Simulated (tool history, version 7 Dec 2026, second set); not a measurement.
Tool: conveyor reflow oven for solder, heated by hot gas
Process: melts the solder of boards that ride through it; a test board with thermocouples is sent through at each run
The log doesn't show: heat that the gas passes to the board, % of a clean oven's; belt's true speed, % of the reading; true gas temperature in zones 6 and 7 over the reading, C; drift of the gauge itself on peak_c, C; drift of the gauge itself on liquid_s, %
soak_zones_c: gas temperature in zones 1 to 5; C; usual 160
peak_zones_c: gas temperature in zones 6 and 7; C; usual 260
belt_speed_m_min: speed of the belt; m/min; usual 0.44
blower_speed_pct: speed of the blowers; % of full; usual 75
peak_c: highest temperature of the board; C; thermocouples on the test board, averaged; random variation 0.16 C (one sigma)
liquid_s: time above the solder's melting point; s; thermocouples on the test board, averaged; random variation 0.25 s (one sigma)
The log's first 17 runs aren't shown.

run	hour	soak_zones_c	peak_zones_c	belt_speed_m_min	blower_speed_pct	hours of work since the flux was cleaned out	hours of work since the belt drive was overhauled	hours of work since the thermocouples were changed	peak_c	liquid_s
18	196	153	260	0.411	62	86	280	730	241.4	47.5
19	202	153	260	0.411	62	90	285	734	241.4	47.9
20	208.8	160	252	0.44	61	95	290	739	233.5	36
21	221.4	160	252	0.44	61	104	298	748	233.6	36
22	230.3	174	252	0.44	80	110	305	754	240.2	51.7
23	240.8	160	256	0.44	75	118	312	762	240.3	46.2
24	247.5	154	258	0.44	75	122	317	766	241	44.8
25	255.7	157	259	0.473	65	128	323	772	237.1	36.5
26	264.5	157	259	0.525	87	134	329	778	239	35.1
27	275.3	157	259	0.525	87	142	337	786	238.9	35.4
28	281.7	157	259	0.525	87	147	341	791	239.1	35
29	289.7	160	260	0.425	75	152	347	796	244.8	53
30	301.7	160	260	0.425	75	161	355	805	244.7	52.5
31	313.6	160	258	0.44	75	169	364	813	242.3	47.3
32	321.6	160	255	0.44	75	175	369	819	239.4	44.8

3 ways to go on from here, each from the tool as it stands after run 32. What would each give?
A	329.8	160	260	0.44	67	181	375	825	?	?
B	329.8	160	255	0.37	75	181	375	825	?	?
C	329.8	160	260	0.44	75	181	375	825	?	?

run	peak_c	liquid_s
A	241.8	46.2
B	244.2	61.9
C	243.9	49.7
Without the tool's hidden state the same runs would have given:
run	peak_c	liquid_s
A	241.7	46.2
B	244.2	61.9
C	243.9	49.7
